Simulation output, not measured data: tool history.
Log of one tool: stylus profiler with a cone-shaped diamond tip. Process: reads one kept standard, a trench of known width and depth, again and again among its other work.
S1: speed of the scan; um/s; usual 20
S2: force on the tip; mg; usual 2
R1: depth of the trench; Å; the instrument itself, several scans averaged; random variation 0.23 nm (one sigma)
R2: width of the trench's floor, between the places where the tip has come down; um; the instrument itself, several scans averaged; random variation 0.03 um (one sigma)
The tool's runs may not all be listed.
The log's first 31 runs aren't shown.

run 32 day=34.008 | S1=20 S2=2.68 | R1=10077.9 R2=43.09
run 33 day=35.138 | S1=6 S2=3.22 | R1=10090.6 R2=43.11
run 34 day=36.396 | S1=20 S2=2.74 | R1=10076.1 R2=43
run 35 day=37.254 | S1=6 S2=2.47 | R1=10069.9 R2=43
run 36 day=38.638 | S1=6 S2=2.47 | R1=10065.2 R2=43.02
run 37 day=39.892 | S1=9 S2=2.47 | R1=10063.7 R2=43
run 38 day=40.638 | S1=57 S2=2.14 | R1=10055.2 R2=42.79
run 39 day=41.975 | S1=57 S2=2.14 | R1=10055.7 R2=42.77
run 40 day=43.183 | S1=24 S2=2.59 | R1=10065.6 R2=42.88
run 41 day=44.296 | S1=64 S2=4.8 | R1=10121.9 R2=42.82
run 42 day=45.85 | S1=36 S2=4.74 | R1=10122.5 R2=42.87

4 ways to go on from here, each from the tool as it stands after run 42. What would each give?
run A day=46.55 | S1=20 S2=3.25 | R1=? R2=?
run B day=46.55 | S1=16 S2=5.4 | R1=? R2=?
run C day=46.55 | S1=6 S2=5.73 | R1=? R2=?
run D day=46.55 | S1=28 S2=2.55 | R1=? R2=?

run=A R1=10086.8 R2=42.87
run=B R1=10133 R2=42.85
run=C R1=10142.4 R2=42.9
run=D R1=10064.1 R2=42.76
Without the tool's hidden state the same runs would have given:
run=A R1=10128.1 R2=43.97
run=B R1=10174.4 R2=43.96
run=C R1=10183.8 R2=44
run=D R1=10105.2 R2=43.87
